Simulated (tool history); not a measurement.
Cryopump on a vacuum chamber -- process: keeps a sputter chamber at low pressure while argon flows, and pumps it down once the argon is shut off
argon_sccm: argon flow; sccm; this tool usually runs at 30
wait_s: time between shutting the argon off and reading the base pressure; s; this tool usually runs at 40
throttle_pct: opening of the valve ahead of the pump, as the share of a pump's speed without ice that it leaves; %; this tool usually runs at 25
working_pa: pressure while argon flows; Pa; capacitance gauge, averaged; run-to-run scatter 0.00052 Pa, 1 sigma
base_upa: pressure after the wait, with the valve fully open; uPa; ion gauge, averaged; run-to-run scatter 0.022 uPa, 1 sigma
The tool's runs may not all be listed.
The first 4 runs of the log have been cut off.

run	hour	argon_sccm	wait_s	throttle_pct	working_pa	base_upa
5	82.9	30	167	25	0.1017	0.72
6	95.2	30	167	25	0.1028	0.74
7	117.7	45	40	25	0.1547	1.13
8	146.3	30	40	25	0.103	1.1
9	173.4	30	40	25	0.1021	1.1
10	186.1	30	40	25	0.1032	1.18
11	208.5	30	40	25	0.1032	1.13
12	225.5	30	40	25	0.1029	1.12
# hour 239.7: pump warmed up, emptied and cooled again
13	248.4	30	40	25	0.1	1.06
14	275.5	30	40	25	0.1001	1.08
15	300.1	30	40	25	0.0991	1.09
16	320.7	36	40	25	0.1198	1.1
17	334.1	36	40	25	0.1191	1.09
18	353	36	40	25	0.1193	1.08
19	367.2	30	20	46	0.0545	1.62
20	382.6	33	40	47	0.0597	1.08
21	400.6	13	61	32	0.0342	0.99
22	418.8	13	61	32	0.0338	0.93
23	433.7	30	228	57	0.0442	0.75
24	445.2	30	228	57	0.0449	0.79

What does the tool deliver on the next run?
25	465	33	20	25	?	?

Run 25 came out at working_pa 0.1096 Pa, base_upa 1.63 uPa.
If the tool had no hidden condition, the same run with the same run-to-run variation would have returned working_pa 0.1085 Pa, base_upa 1.1 uPa.
